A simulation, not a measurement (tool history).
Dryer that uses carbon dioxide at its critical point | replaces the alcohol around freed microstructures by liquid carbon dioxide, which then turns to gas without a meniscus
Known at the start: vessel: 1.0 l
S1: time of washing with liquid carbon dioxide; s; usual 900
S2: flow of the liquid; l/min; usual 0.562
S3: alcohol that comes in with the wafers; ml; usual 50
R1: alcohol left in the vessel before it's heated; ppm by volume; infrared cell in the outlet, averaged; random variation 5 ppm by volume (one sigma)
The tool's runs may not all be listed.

{"run": 1, "hour": 0.0, "S1": 900, "S2": 0.562, "S3": 50, "R1": 163}
{"hour": 30.1, "done": "inlet filter changed"}
{"run": 2, "hour": 64.0, "S1": 900, "S2": 0.562, "S3": 50, "R1": 152}
{"run": 3, "hour": 119.2, "S1": 1080, "S2": 0.562, "S3": 50, "R1": 140}
{"run": 4, "hour": 181.3, "S1": 900, "S2": 0.562, "S3": 50, "R1": 175}
{"run": 5, "hour": 247.4, "S1": 900, "S2": 0.562, "S3": 50, "R1": 178}
{"run": 6, "hour": 318.9, "S1": 900, "S2": 0.562, "S3": 50, "R1": 202}
{"run": 7, "hour": 377.1, "S1": 900, "S2": 0.562, "S3": 50, "R1": 194}

The next listed run, before its measurement:
{"run": 8, "hour": 420.7, "S1": 900, "S2": 0.665, "S3": 31, "R1": "?"}

Run 8 gave R1 171 ppm by volume.
Without the tool's hidden state the same run would have given R1 0 ppm by volume.

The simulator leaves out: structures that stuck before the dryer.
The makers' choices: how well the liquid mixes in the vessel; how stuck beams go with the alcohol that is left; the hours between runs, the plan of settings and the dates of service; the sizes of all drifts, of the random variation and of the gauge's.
